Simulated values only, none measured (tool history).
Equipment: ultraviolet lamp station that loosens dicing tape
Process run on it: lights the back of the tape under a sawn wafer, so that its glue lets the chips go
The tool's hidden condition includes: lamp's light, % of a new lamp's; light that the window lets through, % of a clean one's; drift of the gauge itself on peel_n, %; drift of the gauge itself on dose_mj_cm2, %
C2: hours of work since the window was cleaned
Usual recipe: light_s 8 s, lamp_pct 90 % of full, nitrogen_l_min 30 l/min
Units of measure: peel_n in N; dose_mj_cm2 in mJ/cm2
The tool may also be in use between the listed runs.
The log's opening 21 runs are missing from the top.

Run 22, day 29.267: usual settings but light_s 5 s; hours of work of the lamp 881; C2 197. Result: peel_n 0.965 N, dose_mj_cm2 295 mJ/cm2.
Run 23, day 30.367: usual settings but light_s 5 s; hours of work of the lamp 892; C2 209. Result: peel_n 0.955 N, dose_mj_cm2 296 mJ/cm2.
Run 24, day 32.192: usual settings but light_s 5 s, nitrogen_l_min 42 l/min; hours of work of the lamp 911; C2 228. Result: peel_n 0.871 N, dose_mj_cm2 288 mJ/cm2.
Run 25, day 33.925: usual settings but light_s 5 s, nitrogen_l_min 42 l/min; hours of work of the lamp 929; C2 246. Result: peel_n 0.901 N, dose_mj_cm2 292 mJ/cm2.
Run 26, day 35.433: usual settings but lamp_pct 68 % of full; hours of work of the lamp 944; C2 261. Result: peel_n 0.821 N, dose_mj_cm2 350 mJ/cm2.
Run 27, day 37.008: usual settings but light_s 5 s, lamp_pct 60 % of full; hours of work of the lamp 961; C2 277. Result: peel_n 1.487 N, dose_mj_cm2 189 mJ/cm2.
Run 28, day 38.271: usual settings but lamp_pct 82 % of full, nitrogen_l_min 19 l/min; hours of work of the lamp 974; C2 290. Result: peel_n 0.760 N, dose_mj_cm2 410 mJ/cm2.
Run 29, day 39.646: usual settings but lamp_pct 84 % of full, nitrogen_l_min 54 l/min; hours of work of the lamp 988; C2 305. Result: peel_n 0.546 N, dose_mj_cm2 416 mJ/cm2.
Run 30, day 40.571: usual settings but lamp_pct 84 % of full, nitrogen_l_min 54 l/min; hours of work of the lamp 997; C2 314. Result: peel_n 0.557 N, dose_mj_cm2 420 mJ/cm2.

5 options for the next run, each taken on its own from the tool as it stands now. Forecast them:
Run A, day 42.242: usual settings but lamp_pct 72 % of full, nitrogen_l_min 40 l/min; hours of work of the lamp 1015; C2 331. Result: peel_n ?, dose_mj_cm2 ?.
Run B, day 42.242: usual settings but light_s 11 s, lamp_pct 80 % of full, nitrogen_l_min 14 l/min; hours of work of the lamp 1015; C2 331. Result: peel_n ?, dose_mj_cm2 ?.
Run C, day 42.242: usual settings but light_s 12 s, lamp_pct 68 % of full, nitrogen_l_min 39 l/min; hours of work of the lamp 1015; C2 331. Result: peel_n ?, dose_mj_cm2 ?.
Run D, day 42.242: usual settings but light_s 6 s, lamp_pct 71 % of full, nitrogen_l_min 22 l/min; hours of work of the lamp 1015; C2 331. Result: peel_n ?, dose_mj_cm2 ?.
Run E, day 42.242: usual settings but lamp_pct 84 % of full, nitrogen_l_min 41 l/min; hours of work of the lamp 1015; C2 331. Result: peel_n ?, dose_mj_cm2 ?.

run  peel_n  dose_mj_cm2
  A   0.745          356
  B   0.570          541
  C   0.483          506
  D   1.194          267
  E   0.600          412
With the hidden condition removed and each run's random variation left untouched, the same runs would have given:
run  peel_n  dose_mj_cm2
  A   0.481          492
  B   0.362          750
  C   0.316          700
  D   0.844          369
  E   0.382          570

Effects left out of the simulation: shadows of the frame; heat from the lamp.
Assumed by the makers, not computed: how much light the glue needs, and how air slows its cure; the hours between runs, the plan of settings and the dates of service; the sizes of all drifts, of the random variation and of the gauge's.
